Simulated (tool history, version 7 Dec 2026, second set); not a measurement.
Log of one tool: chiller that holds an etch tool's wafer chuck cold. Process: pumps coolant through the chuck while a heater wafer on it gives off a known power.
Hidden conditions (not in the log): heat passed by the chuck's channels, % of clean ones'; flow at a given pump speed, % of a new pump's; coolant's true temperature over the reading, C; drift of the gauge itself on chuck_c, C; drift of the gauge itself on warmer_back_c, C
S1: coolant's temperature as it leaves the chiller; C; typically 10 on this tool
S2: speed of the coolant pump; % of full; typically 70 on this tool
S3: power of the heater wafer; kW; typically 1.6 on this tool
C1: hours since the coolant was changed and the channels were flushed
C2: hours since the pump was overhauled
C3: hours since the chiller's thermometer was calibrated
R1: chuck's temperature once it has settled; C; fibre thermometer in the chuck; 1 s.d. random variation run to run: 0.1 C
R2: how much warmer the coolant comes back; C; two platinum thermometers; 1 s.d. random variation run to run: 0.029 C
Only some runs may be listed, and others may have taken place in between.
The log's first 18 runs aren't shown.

{"hour": 871.0, "done": "coolant changed, channels flushed"}
{"run": 19, "hour": 888.2, "S1": 10, "S2": 67, "S3": 2.317, "C1": 17, "C2": 2629, "C3": 128, "R1": 32, "R2": 6.68}
{"run": 20, "hour": 958.5, "S1": 10, "S2": 70, "S3": 2.118, "C1": 87, "C2": 2699, "C3": 198, "R1": 29.5, "R2": 5.84}
{"run": 21, "hour": 1007.9, "S1": 16, "S2": 70, "S3": 2.077, "C1": 137, "C2": 2748, "C3": 248, "R1": 35, "R2": 5.76}
{"hour": 1037.8, "done": "chiller's thermometer calibrated, once more"}
{"run": 22, "hour": 1057.5, "S1": 0, "S2": 68, "S3": 1.444, "C1": 185, "C2": 2797, "C3": 20, "R1": 14.4, "R2": 4.15}
{"run": 23, "hour": 1113.7, "S1": 0, "S2": 99, "S3": 0.896, "C1": 242, "C2": 2853, "C3": 76, "R1": 7.3, "R2": 1.72}
{"run": 24, "hour": 1152.0, "S1": 10, "S2": 77, "S3": 1.407, "C1": 280, "C2": 2891, "C3": 114, "R1": 22.9, "R2": 3.59}
{"run": 25, "hour": 1190.3, "S1": 19, "S2": 90, "S3": 1.407, "C1": 318, "C2": 2930, "C3": 153, "R1": 31, "R2": 3.08}
{"run": 26, "hour": 1230.7, "S1": 8, "S2": 76, "S3": 1.6, "C1": 359, "C2": 2970, "C3": 193, "R1": 22.9, "R2": 4.1}
{"run": 27, "hour": 1271.6, "S1": 8, "S2": 76, "S3": 1.6, "C1": 400, "C2": 3011, "C3": 234, "R1": 22.9, "R2": 4.14}

Run 28 comes next. What will it give?
{"run": 28, "hour": 1325.2, "S1": 8, "S2": 61, "S3": 1.6, "C1": 453, "C2": 3065, "C3": 287, "R1": "?", "R2": "?"}

{"run 28": {"R1": 24.9, "R2": 5.12}}
Take away the tool's hidden state, keep the run-to-run variation as it was, and the same run would have given R1 24 C, R2 4.81 C.
